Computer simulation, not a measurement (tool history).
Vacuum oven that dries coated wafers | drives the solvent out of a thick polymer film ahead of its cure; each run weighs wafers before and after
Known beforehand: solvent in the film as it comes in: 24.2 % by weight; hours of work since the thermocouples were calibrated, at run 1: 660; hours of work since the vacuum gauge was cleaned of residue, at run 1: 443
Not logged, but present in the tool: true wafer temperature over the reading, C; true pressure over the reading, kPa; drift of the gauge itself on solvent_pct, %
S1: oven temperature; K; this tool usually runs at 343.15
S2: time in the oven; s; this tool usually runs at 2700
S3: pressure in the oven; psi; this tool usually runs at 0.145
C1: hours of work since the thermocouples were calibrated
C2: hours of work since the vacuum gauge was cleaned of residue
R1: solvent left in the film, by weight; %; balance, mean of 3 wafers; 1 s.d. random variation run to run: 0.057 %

| run | hour | S1 | S2 | S3 | C1 | C2 | R1 |
|---|---|---|---|---|---|---|---|
| 1 | 0 | 343.15 | 2700 | 0.145 | 660 | 443 | 2.66 |
| 2 | 58.8 | 343.15 | 2700 | 0.145 | 692 | 475 | 2.61 |
| 3 | 99.3 | 343.15 | 2700 | 0.145 | 714 | 497 | 2.6 |
| 4 | 137 | 343.15 | 2700 | 0.145 | 735 | 518 | 2.6 |
| 5 | 181.8 | 343.15 | 2700 | 0.145 | 759 | 542 | 2.65 |
| 6 | 210.6 | 343.15 | 1800 | 0.145 | 775 | 558 | 4.39 |
| 7 | 257.9 | 343.15 | 1800 | 0.145 | 800 | 584 | 4.59 |
| 8 | 315.3 | 343.15 | 2700 | 0.145 | 832 | 615 | 2.6 |
| 9 | 357.1 | 343.15 | 2880 | 0.145 | 854 | 638 | 2.43 |
| 10 | 414.2 | 332.15 | 2700 | 0.145 | 886 | 669 | 6.7 |
| 11 | 454.9 | 332.15 | 2700 | 0.145 | 908 | 691 | 6.51 |
| 12 | 490 | 343.15 | 2700 | 0.083 | 927 | 710 | 2.2 |
| 13 | 516.2 | 343.15 | 2700 | 0.083 | 941 | 724 | 2.21 |
| 14 | 557.1 | 343.15 | 2700 | 0.083 | 963 | 747 | 2.25 |
|  | 561.2 | vacuum gauge cleaned of residue and calibrated |
| 15 | 613.6 | 343.15 | 2700 | 0.083 | 993 | 29 | 2.3 |
| 16 | 640.3 | 343.15 | 2700 | 0.083 | 1008 | 43 | 2.29 |
| 17 | 694.5 | 343.15 | 2700 | 0.083 | 1037 | 73 | 2.34 |
| 18 | 718.9 | 343.15 | 2700 | 0.083 | 1050 | 86 | 2.31 |
|  | 749.9 | vacuum gauge cleaned of residue and calibrated, once more |
| 19 | 753.6 | 343.15 | 4680 | 0.083 | 1069 | 2 | 0.78 |
| 20 | 799.1 | 343.15 | 4680 | 0.083 | 1093 | 27 | 0.79 |
| 21 | 840.4 | 335.15 | 2460 | 0.193 | 1116 | 49 | 5.83 |
| 22 | 867.9 | 335.15 | 2460 | 0.141 | 1131 | 64 | 5.41 |
| 23 | 901.6 | 339.15 | 2700 | 0.244 | 1149 | 83 | 4.11 |
| 24 | 945.9 | 347.15 | 2220 | 0.468 | 1173 | 107 | 3.62 |
| 25 | 993.4 | 341.15 | 2400 | 0.402 | 1199 | 132 | 5.06 |
| 26 | 1047.7 | 343.15 | 4200 | 0.389 | 1229 | 162 | 2.87 |

What does the tool deliver on the next run?
| 27 | 1107.4 | 343.15 | 4200 | 0.389 | 1261 | 195 | ? |

R1: 2.95 %
Minus the tool's unlogged condition, the same run would have read R1 3.26 %.
